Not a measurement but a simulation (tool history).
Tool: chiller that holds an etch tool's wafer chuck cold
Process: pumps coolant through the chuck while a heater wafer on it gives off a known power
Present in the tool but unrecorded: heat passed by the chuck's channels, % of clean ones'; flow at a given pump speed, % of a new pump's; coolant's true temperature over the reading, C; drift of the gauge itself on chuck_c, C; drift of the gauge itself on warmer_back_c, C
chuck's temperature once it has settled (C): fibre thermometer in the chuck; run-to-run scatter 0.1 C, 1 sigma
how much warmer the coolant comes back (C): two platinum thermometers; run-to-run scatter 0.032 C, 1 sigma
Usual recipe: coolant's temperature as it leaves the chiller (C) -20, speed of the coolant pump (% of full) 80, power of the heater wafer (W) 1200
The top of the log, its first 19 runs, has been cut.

run,hour,coolant's temperature as it leaves the chiller (C),speed of the coolant pump (% of full),power of the heater wafer (W),hours since the coolant was changed and the channels were flushed,hours since the pump was overhauled,hours since the chiller's thermometer was calibrated,chuck's temperature once it has settled (C),how much warmer the coolant comes back (C)
20,500.7,-21,98,1146,1777,1777,1131,-10.8,3.06
21,524.5,-20,80,1005,1800,1800,1154,-9.3,3.36
22,543.6,-20,94,1200,1820,1820,1173,-8.9,3.35
23,562.7,-27,63,1200,1839,1839,1193,-11.5,5.06
24,580.3,-29,92,1200,1856,1856,1210,-17.9,3.48
25,613.1,-23,75,1200,1889,1889,1243,-9.7,4.31
26,645.7,-26,80,654,1922,1922,1276,-19.2,2.33
27,668.9,-22,70,654,1945,1945,1299,-14.2,2.64
# hour 672.2: gauge calibrated
28,700.8,-16,87,1048,1977,1977,1331,-5.7,2.94
29,716.3,-23,73,1200,1992,1992,1346,-9.3,4.06
30,753.1,-23,73,1200,2029,2029,1383,-9.4,4.09
31,790.2,-23,73,1200,2066,2066,1420,-9.3,4.13

Forecast each of these 5 alternatives for the next run:
A,822.8,-16,80,1200,2099,2099,1453,?,?
B,822.8,-21,80,907,2099,2099,1453,?,?
C,822.8,-11,82,1448,2099,2099,1453,?,?
D,822.8,-25,85,703,2099,2099,1453,?,?
E,822.8,-28,80,828,2099,2099,1453,?,?

run,chuck's temperature once it has settled (C),how much warmer the coolant comes back (C)
A,-3.2,3.78
B,-11.4,2.81
C,3.9,4.42
D,-17.9,2.13
E,-19.2,2.64
Had the tool no hidden state, the same runs would have come out as:
run,chuck's temperature once it has settled (C),how much warmer the coolant comes back (C)
A,-3.2,3.71
B,-11.4,2.74
C,3.9,4.34
D,-17.9,2.06
E,-19.2,2.56
